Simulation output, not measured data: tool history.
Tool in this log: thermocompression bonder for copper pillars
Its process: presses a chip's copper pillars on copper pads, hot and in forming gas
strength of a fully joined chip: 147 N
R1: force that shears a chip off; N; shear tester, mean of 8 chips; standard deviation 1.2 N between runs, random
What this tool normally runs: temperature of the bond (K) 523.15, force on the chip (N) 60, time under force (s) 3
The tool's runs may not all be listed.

run 1 day=0 | temperature_of_the_bond_(K)=523.15 force_on_the_chip_(N)=60 time_under_force_(s)=3 | R1=105.4
run 2 day=0.296 | temperature_of_the_bond_(K)=523.15 force_on_the_chip_(N)=60 time_under_force_(s)=3 | R1=108.5
run 3 day=0.508 | temperature_of_the_bond_(K)=523.15 force_on_the_chip_(N)=60 time_under_force_(s)=3 | R1=105.7
run 4 day=0.683 | temperature_of_the_bond_(K)=523.15 force_on_the_chip_(N)=60 time_under_force_(s)=3 | R1=106.9
run 5 day=1.029 | temperature_of_the_bond_(K)=523.15 force_on_the_chip_(N)=60 time_under_force_(s)=3 | R1=108.3
run 6 day=1.379 | temperature_of_the_bond_(K)=523.15 force_on_the_chip_(N)=60 time_under_force_(s)=3 | R1=107
run 7 day=1.717 | temperature_of_the_bond_(K)=523.15 force_on_the_chip_(N)=60 time_under_force_(s)=3 | R1=108.2
run 8 day=2.067 | temperature_of_the_bond_(K)=523.15 force_on_the_chip_(N)=60 time_under_force_(s)=3 | R1=108.1
run 9 day=2.45 | temperature_of_the_bond_(K)=523.15 force_on_the_chip_(N)=42 time_under_force_(s)=3 | R1=81.4
run 10 day=2.821 | temperature_of_the_bond_(K)=523.15 force_on_the_chip_(N)=42 time_under_force_(s)=3 | R1=80.8
run 11 day=3.092 | temperature_of_the_bond_(K)=523.15 force_on_the_chip_(N)=88 time_under_force_(s)=3 | R1=131.9
run 12 day=3.438 | temperature_of_the_bond_(K)=523.15 force_on_the_chip_(N)=88 time_under_force_(s)=3 | R1=132.3
run 13 day=3.704 | temperature_of_the_bond_(K)=523.15 force_on_the_chip_(N)=88 time_under_force_(s)=3 | R1=129.2
run 14 day=4.046 | temperature_of_the_bond_(K)=523.15 force_on_the_chip_(N)=60 time_under_force_(s)=3 | R1=107.6
run 15 day=4.358 | temperature_of_the_bond_(K)=523.15 force_on_the_chip_(N)=60 time_under_force_(s)=3 | R1=106.3
run 16 day=4.596 | temperature_of_the_bond_(K)=523.15 force_on_the_chip_(N)=60 time_under_force_(s)=3 | R1=106.9
run 17 day=4.775 | temperature_of_the_bond_(K)=523.15 force_on_the_chip_(N)=60 time_under_force_(s)=3 | R1=106
run 18 day=4.962 | temperature_of_the_bond_(K)=523.15 force_on_the_chip_(N)=60 time_under_force_(s)=3 | R1=108.4
run 19 day=5.346 | temperature_of_the_bond_(K)=523.15 force_on_the_chip_(N)=52 time_under_force_(s)=3 | R1=95.3
run 20 day=5.542 | temperature_of_the_bond_(K)=523.15 force_on_the_chip_(N)=52 time_under_force_(s)=3 | R1=97.2
run 21 day=5.75 | temperature_of_the_bond_(K)=517.15 force_on_the_chip_(N)=60 time_under_force_(s)=2 | R1=89
run 22 day=6.121 | temperature_of_the_bond_(K)=517.15 force_on_the_chip_(N)=51 time_under_force_(s)=2 | R1=77.2
run 23 day=6.462 | temperature_of_the_bond_(K)=517.15 force_on_the_chip_(N)=51 time_under_force_(s)=2 | R1=78
run 24 day=6.667 | temperature_of_the_bond_(K)=523.15 force_on_the_chip_(N)=45 time_under_force_(s)=2 | R1=75.3

Predict the results of run 25:
run 25 day=6.979 | temperature_of_the_bond_(K)=523.15 force_on_the_chip_(N)=74 time_under_force_(s)=5 | R1=?

Run 25 yielded R1 131 N.
If the tool had no hidden condition, the same run with the same run-to-run variation would have returned R1 131.6 N.

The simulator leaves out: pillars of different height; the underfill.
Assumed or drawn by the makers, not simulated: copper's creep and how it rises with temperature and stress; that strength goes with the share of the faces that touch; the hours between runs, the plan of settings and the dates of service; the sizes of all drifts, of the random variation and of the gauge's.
